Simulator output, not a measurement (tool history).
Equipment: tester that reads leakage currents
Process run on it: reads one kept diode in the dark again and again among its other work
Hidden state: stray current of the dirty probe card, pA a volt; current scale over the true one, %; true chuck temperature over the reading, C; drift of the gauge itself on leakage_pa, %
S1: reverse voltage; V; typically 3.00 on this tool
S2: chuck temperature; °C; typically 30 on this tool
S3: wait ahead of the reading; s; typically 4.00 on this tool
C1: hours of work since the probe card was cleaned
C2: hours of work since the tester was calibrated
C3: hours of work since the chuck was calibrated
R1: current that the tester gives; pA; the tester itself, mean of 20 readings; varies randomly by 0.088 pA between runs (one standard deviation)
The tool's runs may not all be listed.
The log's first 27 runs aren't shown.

Run 28, hour 5546.8: usual settings but S1 18.48 V; C1 583; C2 1410; C3 149. Result: R1 63.98 pA.
Run 29, hour 5724.2: usual settings but S1 18.48 V; C1 664; C2 1490; C3 230. Result: R1 65.29 pA.
Run 30, hour 5891.2: usual settings but S3 1.43 s; C1 740; C2 1567; C3 306. Result: R1 24.96 pA.
Run 31, hour 6111.5: usual settings but S3 1.43 s; C1 840; C2 1667; C3 406. Result: R1 24.55 pA.
Run 32, hour 6342.3: usual settings but S3 1.43 s; C1 945; C2 1772; C3 511. Result: R1 24.33 pA.
At hour 6518.4: chuck's temperature calibrated.
Run 33, hour 6518.4: usual settings but S3 1.43 s; C1 1025; C2 1852; C3 0. Result: R1 28.83 pA.
Run 34, hour 6766.7: usual settings but S1 16.69 V, S3 0.96 s; C1 1138; C2 1965; C3 113. Result: R1 74.24 pA.
Run 35, hour 6990.2: usual settings but S2 23 °C; C1 1240; C2 2067; C3 215. Result: R1 16.38 pA.
Run 36, hour 7152.9: usual settings but S2 23 °C; C1 1314; C2 2141; C3 289. Result: R1 16.49 pA.
Run 37, hour 7347.6: usual settings but S1 1.82 V, S2 27 °C; C1 1403; C2 2229; C3 378. Result: R1 16.43 pA.
Run 38, hour 7532.7: usual settings but S1 1.82 V, S2 41 °C; C1 1487; C2 2314; C3 462. Result: R1 50.62 pA.

Alternative continuations, all from the tool just after run 38; predict every row:
Run A, hour 7733.7: usual settings but S1 13.47 V, S2 41 °C; C1 1579; C2 2405; C3 554. Result: R1 ?.
Run B, hour 7733.7: usual settings but S1 2.05 V, S2 47 °C, S3 4.45 s; C1 1579; C2 2405; C3 554. Result: R1 ?.
Run C, hour 7733.7: usual settings but S1 1.90 V, S2 41 °C; C1 1579; C2 2405; C3 554. Result: R1 ?.

run      R1
  A  133.08
  B   84.64
  C   50.36
With no hidden state in the tool, these same runs would have given:
run      R1
  A  124.13
  B   92.98
  C   54.13

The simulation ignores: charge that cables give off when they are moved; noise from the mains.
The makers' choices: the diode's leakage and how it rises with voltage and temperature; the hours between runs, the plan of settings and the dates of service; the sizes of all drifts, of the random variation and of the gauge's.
